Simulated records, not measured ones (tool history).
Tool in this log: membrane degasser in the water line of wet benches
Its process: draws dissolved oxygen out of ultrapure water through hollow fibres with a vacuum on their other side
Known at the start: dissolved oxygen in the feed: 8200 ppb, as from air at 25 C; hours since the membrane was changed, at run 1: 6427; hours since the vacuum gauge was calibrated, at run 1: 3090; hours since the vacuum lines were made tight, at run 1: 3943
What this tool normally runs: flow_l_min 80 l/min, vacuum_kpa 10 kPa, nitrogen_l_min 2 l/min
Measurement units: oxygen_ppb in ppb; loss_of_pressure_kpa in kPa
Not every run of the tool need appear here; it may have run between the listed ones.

| run | hour | flow_l_min | vacuum_kpa | nitrogen_l_min | hours since the membrane was changed | hours since the vacuum gauge was calibrated | hours since the vacuum lines were made tight | oxygen_ppb | loss_of_pressure_kpa |
|---|---|---|---|---|---|---|---|---|---|
| 1 | 0 | 80 | 10 | 2 | 6427 | 3090 | 3943 | 533 | 40.69 |
| 2 | 110.7 | 80 | 10 | 2 | 6537 | 3201 | 4053 | 529.2 | 40.29 |
| 3 | 190 | 80 | 10 | 2 | 6617 | 3280 | 4133 | 532.1 | 40.5 |
| 4 | 359.5 | 80 | 10 | 2 | 6786 | 3450 | 4302 | 528.7 | 40.69 |
| 5 | 472 | 80 | 10 | 2 | 6899 | 3562 | 4415 | 532.5 | 40.26 |
| 6 | 653.1 | 80 | 10 | 2 | 7080 | 3743 | 4596 | 533.1 | 40.92 |
| 7 | 761.8 | 80 | 10 | 2 | 7188 | 3852 | 4704 | 532.6 | 40.7 |
|  | 777.3 | vacuum gauge calibrated |
| 8 | 880.4 | 80 | 10 | 2 | 7307 | 103 | 4822 | 537.4 | 40.35 |
| 9 | 1067.9 | 80 | 10 | 2 | 7494 | 291 | 5010 | 538.6 | 40.5 |

Run 10, settings as shown, results not yet in. Your forecast:
| 10 | 1204.8 | 98 | 8.5 | 1.74 | 7631 | 427 | 5147 | ? | ? |

oxygen_ppb: 563.9 ppb
loss_of_pressure_kpa: 49.69 kPa
On a tool with no hidden condition, and with the same random variation, this run would have come out at oxygen_ppb 538.4 ppb, loss_of_pressure_kpa 47.61 kPa.
